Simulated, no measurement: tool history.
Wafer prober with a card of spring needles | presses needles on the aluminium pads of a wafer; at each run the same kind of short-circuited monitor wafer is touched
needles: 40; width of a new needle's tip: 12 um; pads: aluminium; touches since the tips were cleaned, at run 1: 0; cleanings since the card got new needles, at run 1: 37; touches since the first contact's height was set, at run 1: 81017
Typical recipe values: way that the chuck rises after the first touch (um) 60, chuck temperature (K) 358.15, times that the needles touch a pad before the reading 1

run	day	way that the chuck rises after the first touch (um)	chuck temperature (K)	times that the needles touch a pad before the reading	touches since the tips were cleaned	cleanings since the card got new needles	touches since the first contact's height was set	resistance of one needle with its contact and lead (mohm)	way that a needle slides on the pad (um)
1	0	60	358.15	1	0	37	81017	142	10.46
# day 0.729: tips cleaned on abrasive film
# day 1.554: tips cleaned on abrasive film
2	1.567	60	358.15	1	90	39	92285	144	10.33
# day 2.396: tips cleaned on abrasive film
3	2.854	60	358.15	2	3334	40	101592	150	10.48
# day 3.212: tips cleaned on abrasive film
4	3.583	60	358.15	2	2686	41	106830	148	10.28
# day 4.021: tips cleaned on abrasive film
# day 4.771: tips cleaned on abrasive film
5	4.971	60	358.15	2	1440	43	116824	147	10.35
# day 5.562: tips cleaned on abrasive film
# day 6.304: tips cleaned on abrasive film
6	6.546	71	358.15	2	1759	45	128165	145	12.24
# day 7.067: tips cleaned on abrasive film
7	7.492	71	358.15	2	3060	46	134968	148	12.22
# day 7.792: tips cleaned on abrasive film
# day 7.804: height of the first contact set anew
# day 8.567: tips cleaned on abrasive film
8	8.917	60	358.15	2	2556	48	8049	148	10.22
# day 9.312: tips cleaned on abrasive film
# day 10.083: tips cleaned on abrasive film
9	10.25	60	358.15	1	1214	50	17633	152	10.18
# day 10.871: tips cleaned on abrasive film
# day 11.604: tips cleaned on abrasive film
10	11.604	60	358.15	1	0	52	27357	145	10.11
# day 12.354: tips cleaned on abrasive film
11	13.033	60	388.15	1	4916	53	37686	163	10.04
# day 13.15: tips cleaned on abrasive film
# day 13.942: tips cleaned on abrasive film
# day 14.671: tips cleaned on abrasive film
12	14.679	60	358.15	1	54	56	49510	145	10.09
# day 15.412: tips cleaned on abrasive film
# day 16.142: tips cleaned on abrasive film
13	16.3	60	358.15	1	1136	58	61185	151	9.98
# day 16.875: tips cleaned on abrasive film
14	17.029	60	358.15	1	1142	59	66447	148	10.05
# day 17.621: tips cleaned on abrasive film
# day 17.983: height of the first contact set anew, once more
# day 18.462: tips cleaned on abrasive film
15	18.558	60	358.15	1	690	61	4109	147	10.69
# day 19.308: tips cleaned on abrasive film
16	19.988	76	307.15	2	4932	62	14449	143	13.49
# day 20.142: tips cleaned on abrasive film
# day 20.921: tips cleaned on abrasive film
17	20.983	41	307.15	2	445	64	21581	143	7.17
# day 21.708: tips cleaned on abrasive film
18	21.788	44	334.15	3	565	65	27385	144	7.74
# day 22.558: tips cleaned on abrasive film
19	22.671	44	334.15	3	827	66	33745	145	7.65
# day 23.288: tips cleaned on abrasive film
20	23.425	43	316.15	2	1002	67	39175	145	7.53
# day 24.038: tips cleaned on abrasive film
# day 24.792: tips cleaned on abrasive film
21	25.012	43	316.15	2	1601	69	50609	149	7.55
# day 25.575: tips cleaned on abrasive film
22	25.908	43	316.15	2	2424	70	57075	153	7.51
# day 26.308: tips cleaned on abrasive film
23	26.708	72	371.15	2	2880	71	62812	147	12.59
# day 27.154: tips cleaned on abrasive film
24	27.729	54	371.15	2	4156	72	70188	157	9.44
# day 27.896: tips cleaned on abrasive film
# day 28.617: tips cleaned on abrasive film
25	28.617	75	366.15	3	0	74	76563	142	13.14
# day 29.408: tips cleaned on abrasive film
26	30.117	53	358.15	1	5110	75	87365	165	9.26
# day 30.258: tips cleaned on abrasive film
# day 30.992: tips cleaned on abrasive film
27	31.592	53	358.15	1	4328	77	97987	164	9.2
# day 31.733: tips cleaned on abrasive film
# day 32.475: tips cleaned on abrasive film
28	33.029	64	385.15	2	3998	79	108330	155	11.06
# day 33.229: tips cleaned on abrasive film
# day 34.067: tips cleaned on abrasive film
29	34.346	64	385.15	2	2022	81	117817	153	11.18

Each row is a separate what-if for the run after 29, all from the same tool condition, not one after another. Results?
# day 34.808: tips cleaned on abrasive film
# day 35.55: tips cleaned on abrasive film
A	35.858	42	321.15	1	2239	83	128712	?	?
# day 34.808: tips cleaned on abrasive film
# day 35.55: tips cleaned on abrasive film
B	35.858	52	376.15	2	2239	83	128712	?	?
# day 34.808: tips cleaned on abrasive film
# day 35.55: tips cleaned on abrasive film
C	35.858	72	315.15	1	2239	83	128712	?	?
# day 34.808: tips cleaned on abrasive film
# day 35.55: tips cleaned on abrasive film
D	35.858	43	321.15	2	2239	83	128712	?	?
# day 34.808: tips cleaned on abrasive film
# day 35.55: tips cleaned on abrasive film
E	35.858	60	331.15	1	2239	83	128712	?	?

run	resistance of one needle with its contact and lead (mohm)	way that a needle slides on the pad (um)
A	161	7.07
B	158	9.02
C	142	12.58
D	156	7.38
E	151	10.32
Had the tool no hidden state, the same runs would have come out as:
run	resistance of one needle with its contact and lead (mohm)	way that a needle slides on the pad (um)
A	140	7.39
B	148	9.33
C	133	12.9
D	142	7.69
E	139	10.64
